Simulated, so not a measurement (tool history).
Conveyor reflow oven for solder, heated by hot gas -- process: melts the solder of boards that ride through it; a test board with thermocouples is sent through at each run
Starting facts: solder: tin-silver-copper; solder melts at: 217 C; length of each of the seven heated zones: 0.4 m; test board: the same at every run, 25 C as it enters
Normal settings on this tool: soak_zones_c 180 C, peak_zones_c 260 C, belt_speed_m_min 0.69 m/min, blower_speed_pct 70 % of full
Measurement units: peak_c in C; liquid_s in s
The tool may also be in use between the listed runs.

run,hour,soak_zones_c,peak_zones_c,belt_speed_m_min,blower_speed_pct,peak_c,liquid_s
1,0,180,260,0.69,70,245.1,49.9
2,94,180,260,0.69,70,245.5,49.9
3,146.7,180,260,0.69,70,244.5,49.6
4,190.4,180,260,0.69,69,244.9,49.3
5,279,180,260,0.69,70,245.1,49.1
# hour 333.1: belt drive overhauled, speed set with a stopwatch
6,354,180,260,0.69,51,239.6,42.4
# hour 364.8: flux residue cleaned out of gas plates and filters
7,408.8,180,260,0.69,51,239.4,41.8
8,492.3,180,260,0.69,70,242.9,47
# hour 537.1: flux residue cleaned out of gas plates and filters, once more
9,543.5,180,260,0.702,70,243.8,46.7
10,595.4,172,260,0.69,62,241.4,42.5
11,635.7,180,264,0.647,70,248.9,55.9
12,691.1,180,264,0.647,70,249.1,56
13,761.4,180,264,0.647,70,249,56.2
14,830.7,180,252,0.69,61,235,39.2
15,897.6,180,252,0.69,61,235.5,39.5
16,942.3,194,275,0.69,72,258.7,63.4

Predict each of these 5 candidate next runs independently; none follows another, all start after run 16:
A,1005,187,248,0.69,72,?,?
B,1005,168,260,0.69,59,?,?
C,1005,180,274,0.693,70,?,?
D,1005,179,256,0.69,72,?,?
E,1005,176,252,0.69,64,?,?

run,peak_c,liquid_s
A,235,43.1
B,238.6,38.5
C,255.7,55.7
D,240.5,44.3
E,235,37
With the hidden condition removed and each run's random variation left untouched, the same runs would have given:
run,peak_c,liquid_s
A,236.9,45
B,240.5,40.2
C,257.7,56.4
D,242.4,45.8
E,236.9,38.9

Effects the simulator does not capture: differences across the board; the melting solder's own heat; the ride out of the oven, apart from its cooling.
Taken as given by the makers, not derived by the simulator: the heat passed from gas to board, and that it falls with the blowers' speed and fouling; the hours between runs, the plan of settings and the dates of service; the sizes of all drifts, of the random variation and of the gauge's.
